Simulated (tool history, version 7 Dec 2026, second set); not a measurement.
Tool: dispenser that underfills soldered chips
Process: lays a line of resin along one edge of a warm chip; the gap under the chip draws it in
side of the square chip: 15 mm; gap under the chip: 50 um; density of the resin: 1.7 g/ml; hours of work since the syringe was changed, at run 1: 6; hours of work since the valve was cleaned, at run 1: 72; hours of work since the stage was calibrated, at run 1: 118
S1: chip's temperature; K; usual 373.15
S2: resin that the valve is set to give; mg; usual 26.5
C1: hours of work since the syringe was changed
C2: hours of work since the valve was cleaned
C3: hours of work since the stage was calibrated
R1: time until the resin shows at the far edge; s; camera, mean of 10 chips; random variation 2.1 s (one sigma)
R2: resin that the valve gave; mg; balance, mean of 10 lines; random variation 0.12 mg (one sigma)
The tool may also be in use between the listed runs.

run	day	S1	S2	C1	C2	C3	R1	R2
1	0	373.15	26.5	6	72	118	321.4	25.39
# day 0.146: new syringe of resin
2	0.196	373.15	26.5	1	76	121	222.8	25.01
3	0.342	373.15	26.5	3	78	124	274.3	25.44
4	0.5	384.15	26.5	6	81	126	233	25.27
# day 0.617: new syringe of resin
5	0.65	384.15	26.5	1	83	129	148.7	25.14
6	0.838	384.15	26.5	4	86	132	191.5	25.23
7	0.962	373.15	28.7	6	89	134	333	27.35
# day 1.092: new syringe of resin
8	1.167	373.15	28.7	1	92	138	231.1	27.03
9	1.25	373.15	28.7	3	93	139	253.3	27.17
10	1.354	385.15	26.5	5	95	141	195.7	25.1
11	1.525	385.15	24.3	8	98	144	257.1	22.9
# day 1.567: new syringe of resin
12	1.612	385.15	24.3	1	99	145	146.3	22.85
13	1.775	359.15	34.3	4	102	148	437.5	32.31
14	1.883	359.15	34.3	5	104	150	511.9	32.37
15	2.008	371.15	33.6	8	106	152	391.8	31.74
# day 2.046: new syringe of resin
16	2.192	380.15	31.3	3	109	155	196	29.62
17	2.35	380.15	31.3	5	112	158	238.3	29.32
# day 2.512: new syringe of resin
# day 2.554: dispensing valve cleaned and set on the balance
18	2.583	380.15	31.3	1	1	161	158.7	31.45
19	2.754	360.15	28.1	3	3	164	431.4	28.1
20	2.85	377.15	28.7	5	5	165	263.5	28.69
21	2.975	377.15	28.7	7	7	168	306.9	28.61
# day 3.017: new syringe of resin
22	3.075	377.15	28.7	1	9	169	187.7	28.6
23	3.212	370.15	24	3	11	171	306.2	23.81

3 ways to go on from here, each from the tool as it stands after run 23. What would each give?
A	3.388	359.15	24	6	14	174	?	?
B	3.388	382.15	26.5	6	14	174	?	?
C	3.388	384.15	30.6	6	14	174	?	?

run	R1	R2
A	595.3	23.79
B	244.8	26.3
C	219.7	30.41
Without the tool's hidden state the same runs would have given:
run	R1	R2
A	373.1	23.93
B	152.6	26.46
C	137.1	30.59
